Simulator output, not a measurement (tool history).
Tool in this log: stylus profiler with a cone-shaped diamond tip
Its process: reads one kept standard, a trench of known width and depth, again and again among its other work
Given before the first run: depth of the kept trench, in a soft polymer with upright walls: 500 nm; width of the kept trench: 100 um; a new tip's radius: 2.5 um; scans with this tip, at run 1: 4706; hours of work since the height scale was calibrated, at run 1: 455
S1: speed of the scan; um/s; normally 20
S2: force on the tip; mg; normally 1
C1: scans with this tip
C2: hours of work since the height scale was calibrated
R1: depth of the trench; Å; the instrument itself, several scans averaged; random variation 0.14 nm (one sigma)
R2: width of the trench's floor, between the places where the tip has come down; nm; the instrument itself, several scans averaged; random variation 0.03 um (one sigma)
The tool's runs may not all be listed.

{"run": 1, "hour": 0.0, "S1": 20, "S2": 1, "C1": 4706, "C2": 455, "R1": 5013.4, "R2": 96200}
{"run": 2, "hour": 106.3, "S1": 20, "S2": 2, "C1": 5531, "C2": 535, "R1": 5025.9, "R2": 96050}
{"run": 3, "hour": 168.1, "S1": 20, "S2": 2, "C1": 6012, "C2": 582, "R1": 5027.4, "R2": 96010}
{"run": 4, "hour": 272.4, "S1": 20, "S2": 1, "C1": 6822, "C2": 660, "R1": 5008.8, "R2": 95800}
{"run": 5, "hour": 371.2, "S1": 20, "S2": 1, "C1": 7589, "C2": 734, "R1": 5006.6, "R2": 95700}
{"run": 6, "hour": 434.4, "S1": 20, "S2": 1, "C1": 8080, "C2": 782, "R1": 5003.9, "R2": 95640}
{"run": 7, "hour": 526.1, "S1": 20, "S2": 1, "C1": 8792, "C2": 851, "R1": 5003.4, "R2": 95550}
{"run": 8, "hour": 608.6, "S1": 20, "S2": 1, "C1": 9433, "C2": 913, "R1": 5003.8, "R2": 95420}
{"run": 9, "hour": 666.4, "S1": 20, "S2": 1, "C1": 9882, "C2": 956, "R1": 5005.3, "R2": 95470}
{"hour": 675.1, "done": "height scale calibrated on a step standard"}
{"run": 10, "hour": 733.5, "S1": 20, "S2": 1, "C1": 10399, "C2": 44, "R1": 4990.7, "R2": 95340}
{"run": 11, "hour": 819.4, "S1": 59, "S2": 0.51, "C1": 11066, "C2": 108, "R1": 4980.7, "R2": 94710}
{"hour": 833.0, "done": "height scale calibrated on a step standard, once more"}
{"run": 12, "hour": 894.0, "S1": 59, "S2": 2.88, "C1": 11642, "C2": 46, "R1": 5048, "R2": 95050}
{"run": 13, "hour": 941.0, "S1": 30, "S2": 1.73, "C1": 12007, "C2": 81, "R1": 5034.7, "R2": 95090}
{"run": 14, "hour": 1043.7, "S1": 30, "S2": 1.73, "C1": 12805, "C2": 158, "R1": 5031.7, "R2": 95010}
{"run": 15, "hour": 1127.3, "S1": 45, "S2": 0.54, "C1": 13454, "C2": 221, "R1": 5012.2, "R2": 94570}

Forecast each of these 5 alternatives for the next run:
{"run": "A", "hour": 1229.4, "S1": 20, "S2": 0.38, "C1": 14246, "C2": 298, "R1": "?", "R2": "?"}
{"run": "B", "hour": 1229.4, "S1": 33, "S2": 0.4, "C1": 14246, "C2": 298, "R1": "?", "R2": "?"}
{"run": "C", "hour": 1229.4, "S1": 45, "S2": 0.52, "C1": 14246, "C2": 298, "R1": "?", "R2": "?"}
{"run": "D", "hour": 1229.4, "S1": 66, "S2": 0.54, "C1": 14246, "C2": 298, "R1": "?", "R2": "?"}
{"run": "E", "hour": 1229.4, "S1": 56, "S2": 0.54, "C1": 14246, "C2": 298, "R1": "?", "R2": "?"}

run=A R1=5004.4 R2=94720
run=B R1=5005.4 R2=94500
run=C R1=5009.5 R2=94520
run=D R1=5009.5 R2=94250
run=E R1=5010.4 R2=94360
Had the tool no hidden state, the same runs would have come out as:
run=A R1=5011.5 R2=96670
run=B R1=5012.4 R2=96450
run=C R1=5016.6 R2=96480
run=D R1=5016.6 R2=96210
run=E R1=5017.5 R2=96310
